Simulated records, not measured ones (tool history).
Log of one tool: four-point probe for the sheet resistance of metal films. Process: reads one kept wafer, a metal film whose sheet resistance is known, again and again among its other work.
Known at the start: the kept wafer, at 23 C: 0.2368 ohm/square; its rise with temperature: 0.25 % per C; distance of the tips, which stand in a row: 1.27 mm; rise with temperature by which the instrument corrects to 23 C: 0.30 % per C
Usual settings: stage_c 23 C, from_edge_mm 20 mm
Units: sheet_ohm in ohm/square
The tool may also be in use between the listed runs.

Run 1, hour 0.0: usual settings. Result: sheet_ohm 0.239572 ohm/square.
Run 2, hour 16.5: usual settings but stage_c 24 C. Result: sheet_ohm 0.239555 ohm/square.
Run 3, hour 50.1: usual settings but stage_c 24 C. Result: sheet_ohm 0.239468 ohm/square.
Run 4, hour 72.8: usual settings but stage_c 24 C. Result: sheet_ohm 0.239531 ohm/square.
Run 5, hour 97.3: usual settings but from_edge_mm 9 mm. Result: sheet_ohm 0.241682 ohm/square.
Run 6, hour 127.8: usual settings but stage_c 27 C. Result: sheet_ohm 0.239109 ohm/square.
Run 7, hour 159.4: usual settings but stage_c 27 C. Result: sheet_ohm 0.239192 ohm/square.
Run 8, hour 192.6: usual settings but stage_c 18 C. Result: sheet_ohm 0.240293 ohm/square.
Run 9, hour 209.6: usual settings. Result: sheet_ohm 0.239736 ohm/square.
Run 10, hour 237.5: usual settings. Result: sheet_ohm 0.239714 ohm/square.
Run 11, hour 253.1: usual settings. Result: sheet_ohm 0.239736 ohm/square.
Run 12, hour 286.0: usual settings. Result: sheet_ohm 0.239755 ohm/square.
At hour 288.8: stage's thermometer calibrated.
Run 13, hour 314.1: usual settings but stage_c 18 C, from_edge_mm 16 mm. Result: sheet_ohm 0.240654 ohm/square.
Run 14, hour 341.5: usual settings but stage_c 30 C, from_edge_mm 6 mm. Result: sheet_ohm 0.244150 ohm/square.
Run 15, hour 356.5: usual settings but stage_c 22 C, from_edge_mm 17 mm. Result: sheet_ohm 0.240092 ohm/square.
Run 16, hour 373.6: usual settings but from_edge_mm 67 mm. Result: sheet_ohm 0.239353 ohm/square.
Run 17, hour 396.1: usual settings but stage_c 24 C, from_edge_mm 48 mm. Result: sheet_ohm 0.239327 ohm/square.
At hour 419.4: stage's thermometer calibrated, once more.
Run 18, hour 419.9: usual settings but stage_c 24 C, from_edge_mm 48 mm. Result: sheet_ohm 0.239239 ohm/square.
Run 19, hour 439.6: usual settings but stage_c 21 C, from_edge_mm 7 mm. Result: sheet_ohm 0.243698 ohm/square.
Run 20, hour 454.5: usual settings but stage_c 21 C, from_edge_mm 52 mm. Result: sheet_ohm 0.239549 ohm/square.
Run 21, hour 469.6: usual settings but stage_c 21 C, from_edge_mm 52 mm. Result: sheet_ohm 0.239639 ohm/square.
Run 22, hour 489.6: usual settings but stage_c 19 C. Result: sheet_ohm 0.240232 ohm/square.
Run 23, hour 519.9: usual settings but stage_c 26 C, from_edge_mm 58 mm. Result: sheet_ohm 0.239038 ohm/square.
Run 24, hour 546.1: usual settings but stage_c 26 C, from_edge_mm 6 mm. Result: sheet_ohm 0.244543 ohm/square.

5 ways to go on from here, each from the tool as it stands after run 24. What would each give?
Run A, hour 568.4: usual settings but stage_c 31 C. Result: sheet_ohm ?.
Run B, hour 568.4: usual settings but stage_c 25 C, from_edge_mm 68 mm. Result: sheet_ohm ?.
Run C, hour 568.4: usual settings but stage_c 18 C, from_edge_mm 21 mm. Result: sheet_ohm ?.
Run D, hour 568.4: usual settings but stage_c 30 C, from_edge_mm 6 mm. Result: sheet_ohm ?.
Run E, hour 568.4: usual settings but stage_c 28 C, from_edge_mm 66 mm. Result: sheet_ohm ?.

run  sheet_ohm
  A   0.238811
  B   0.238999
  C   0.240358
  D   0.244007
  E   0.238756
Without the tool's hidden state the same runs would have given:
run  sheet_ohm
  A   0.236318
  B   0.236504
  C   0.237849
  D   0.241464
  E   0.236263
